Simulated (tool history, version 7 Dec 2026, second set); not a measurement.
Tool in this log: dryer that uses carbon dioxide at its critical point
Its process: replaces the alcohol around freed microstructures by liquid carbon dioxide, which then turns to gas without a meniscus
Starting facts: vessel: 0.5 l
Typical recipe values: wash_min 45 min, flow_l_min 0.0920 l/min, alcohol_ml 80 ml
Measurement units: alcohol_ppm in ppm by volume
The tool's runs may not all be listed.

{"run": 1, "hour": 0.0, "wash_min": 45, "flow_l_min": 0.092, "alcohol_ml": 80, "alcohol_ppm": 281}
{"run": 2, "hour": 74.2, "wash_min": 45, "flow_l_min": 0.092, "alcohol_ml": 80, "alcohol_ppm": 299}
{"run": 3, "hour": 145.2, "wash_min": 45, "flow_l_min": 0.092, "alcohol_ml": 80, "alcohol_ppm": 312}
{"run": 4, "hour": 191.3, "wash_min": 45, "flow_l_min": 0.092, "alcohol_ml": 80, "alcohol_ppm": 318}
{"run": 5, "hour": 232.8, "wash_min": 45, "flow_l_min": 0.092, "alcohol_ml": 95, "alcohol_ppm": 352}
{"run": 6, "hour": 276.9, "wash_min": 45, "flow_l_min": 0.092, "alcohol_ml": 95, "alcohol_ppm": 372}
{"run": 7, "hour": 339.3, "wash_min": 47, "flow_l_min": 0.092, "alcohol_ml": 95, "alcohol_ppm": 362}
{"run": 8, "hour": 406.6, "wash_min": 45, "flow_l_min": 0.092, "alcohol_ml": 80, "alcohol_ppm": 393}
{"run": 9, "hour": 447.2, "wash_min": 45, "flow_l_min": 0.092, "alcohol_ml": 80, "alcohol_ppm": 401}
{"run": 10, "hour": 482.7, "wash_min": 45, "flow_l_min": 0.092, "alcohol_ml": 100, "alcohol_ppm": 451}
{"run": 11, "hour": 536.8, "wash_min": 38, "flow_l_min": 0.1116, "alcohol_ml": 28, "alcohol_ppm": 288}
{"run": 12, "hour": 610.0, "wash_min": 63, "flow_l_min": 0.1111, "alcohol_ml": 81, "alcohol_ppm": 271}
{"hour": 648.5, "done": "inlet filter changed"}
{"run": 13, "hour": 661.4, "wash_min": 45, "flow_l_min": 0.0898, "alcohol_ml": 25, "alcohol_ppm": 307}

The next listed run, before its measurement:
{"run": 14, "hour": 694.6, "wash_min": 45, "flow_l_min": 0.0898, "alcohol_ml": 25, "alcohol_ppm": "?"}

alcohol_ppm: 317 ppm by volume
Without the tool's hidden state the same run would have given alcohol_ppm 42 ppm by volume.

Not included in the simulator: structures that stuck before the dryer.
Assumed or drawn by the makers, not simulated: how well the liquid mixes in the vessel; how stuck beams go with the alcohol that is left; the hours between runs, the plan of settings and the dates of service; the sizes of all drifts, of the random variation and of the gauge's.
